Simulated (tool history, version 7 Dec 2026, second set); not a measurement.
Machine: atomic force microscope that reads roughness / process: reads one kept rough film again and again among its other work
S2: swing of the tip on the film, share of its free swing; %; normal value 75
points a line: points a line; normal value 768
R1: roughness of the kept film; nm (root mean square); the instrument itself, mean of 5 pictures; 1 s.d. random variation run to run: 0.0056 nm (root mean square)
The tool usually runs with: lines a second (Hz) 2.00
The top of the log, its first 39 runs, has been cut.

Run 40, day 44.508: usual settings but S2 71 %, points a line 864. Result: R1 1.010 nm (root mean square).
Run 41, day 45.792: usual settings but lines a second (Hz) 1.24, S2 71 %, points a line 401. Result: R1 1.029 nm (root mean square).
Run 42, day 46.879: usual settings but lines a second (Hz) 1.24, S2 71 %, points a line 401. Result: R1 1.024 nm (root mean square).
At day 47.096: new tip fitted.
Run 43, day 48.358: usual settings but lines a second (Hz) 0.87, S2 74 %, points a line 426. Result: R1 1.046 nm (root mean square).
Run 44, day 49.571: usual settings but lines a second (Hz) 0.87, S2 74 %, points a line 426. Result: R1 1.042 nm (root mean square).
Run 45, day 51.050: usual settings but lines a second (Hz) 0.87, S2 74 %, points a line 426. Result: R1 1.038 nm (root mean square).
At day 51.408: new tip fitted.
Run 46, day 52.600: usual settings but lines a second (Hz) 0.87, S2 74 %, points a line 426. Result: R1 1.048 nm (root mean square).
Run 47, day 53.804: usual settings but lines a second (Hz) 0.87, S2 79 %. Result: R1 1.042 nm (root mean square).
Run 48, day 55.117: usual settings but lines a second (Hz) 2.06, S2 79 %. Result: R1 0.950 nm (root mean square).
At day 55.654: new tip fitted.
Run 49, day 55.921: usual settings but lines a second (Hz) 2.63, S2 79 %, points a line 285. Result: R1 0.883 nm (root mean square).
Run 50, day 57.325: usual settings but lines a second (Hz) 2.63, S2 79 %, points a line 285. Result: R1 0.882 nm (root mean square).

Branching from run 50: 3 alternative next runs. What would each branch give?
Run A, day 58.738: usual settings but lines a second (Hz) 0.89, S2 86 %, points a line 285. Result: R1 ?.
Run B, day 58.738: usual settings but lines a second (Hz) 3.90. Result: R1 ?.
Run C, day 58.738: usual settings but lines a second (Hz) 2.88, S2 70 %. Result: R1 ?.

run     R1
  A  0.976
  B  0.867
  C  0.968
Without the tool's hidden state the same runs would have given:
run     R1
  A  0.980
  B  0.871
  C  0.972
